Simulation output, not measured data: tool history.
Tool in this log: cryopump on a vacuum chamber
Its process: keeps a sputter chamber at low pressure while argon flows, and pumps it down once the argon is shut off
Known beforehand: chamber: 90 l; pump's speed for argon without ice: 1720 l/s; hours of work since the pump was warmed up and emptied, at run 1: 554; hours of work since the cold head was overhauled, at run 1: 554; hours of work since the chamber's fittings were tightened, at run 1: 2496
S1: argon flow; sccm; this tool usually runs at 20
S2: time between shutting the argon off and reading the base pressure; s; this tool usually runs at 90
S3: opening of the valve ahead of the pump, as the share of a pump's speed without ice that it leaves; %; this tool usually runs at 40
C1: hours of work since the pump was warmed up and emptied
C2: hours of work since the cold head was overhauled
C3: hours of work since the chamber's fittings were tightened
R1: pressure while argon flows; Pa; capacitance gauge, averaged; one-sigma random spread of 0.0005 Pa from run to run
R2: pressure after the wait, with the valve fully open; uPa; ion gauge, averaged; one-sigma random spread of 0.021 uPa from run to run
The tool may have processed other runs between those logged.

| run | hour | S1 | S2 | S3 | C1 | C2 | C3 | R1 | R2 |
|---|---|---|---|---|---|---|---|---|---|
| 1 | 0 | 20 | 90 | 40 | 554 | 554 | 2496 | 0.0518 | 1.75 |
| 2 | 13.4 | 20 | 90 | 40 | 563 | 563 | 2505 | 0.0519 | 1.8 |
| 3 | 34 | 20 | 90 | 40 | 576 | 576 | 2518 | 0.0514 | 1.73 |
| 4 | 44.4 | 10 | 90 | 40 | 583 | 583 | 2525 | 0.0259 | 1.77 |
| 5 | 65.6 | 10 | 90 | 40 | 597 | 597 | 2538 | 0.0259 | 1.79 |
| 6 | 87 | 20 | 90 | 40 | 611 | 611 | 2552 | 0.0521 | 1.74 |
| 7 | 101.7 | 20 | 90 | 40 | 620 | 620 | 2562 | 0.0512 | 1.78 |
| 8 | 123 | 20 | 90 | 25 | 634 | 634 | 2576 | 0.0815 | 1.82 |
| 9 | 144.1 | 20 | 90 | 25 | 648 | 648 | 2590 | 0.0816 | 1.86 |
| 10 | 166.7 | 20 | 90 | 25 | 662 | 662 | 2604 | 0.0818 | 1.84 |
| 11 | 186.6 | 20 | 90 | 25 | 675 | 675 | 2617 | 0.0816 | 1.83 |
|  | 190.6 | leaking fittings of the chamber tightened, without venting |
| 12 | 209.7 | 20 | 90 | 25 | 689 | 689 | 12 | 0.0819 | 0.47 |
| 13 | 220.9 | 20 | 90 | 24 | 696 | 696 | 20 | 0.0855 | 0.48 |
| 14 | 243.3 | 20 | 90 | 40 | 711 | 711 | 34 | 0.0524 | 0.47 |
| 15 | 257.6 | 20 | 90 | 40 | 720 | 720 | 44 | 0.0532 | 0.47 |
| 16 | 267.7 | 20 | 90 | 40 | 727 | 727 | 50 | 0.053 | 0.53 |
| 17 | 288 | 20 | 90 | 40 | 740 | 740 | 63 | 0.0525 | 0.5 |
| 18 | 309.1 | 10 | 90 | 28 | 754 | 754 | 77 | 0.0371 | 0.52 |
|  | 327.2 | pump warmed up, emptied and cooled again |
| 19 | 327.6 | 36 | 90 | 50 | 0 | 762 | 86 | 0.0708 | 0.46 |

For run 20, what comes out?
| 20 | 344.4 | 36 | 90 | 50 | 11 | 773 | 97 | ? | ? |

For run 20 the tool returned R1 0.0716 Pa, R2 0.49 uPa.
With no hidden state in the tool, this same run would have given R1 0.071 Pa, R2 0.41 uPa.
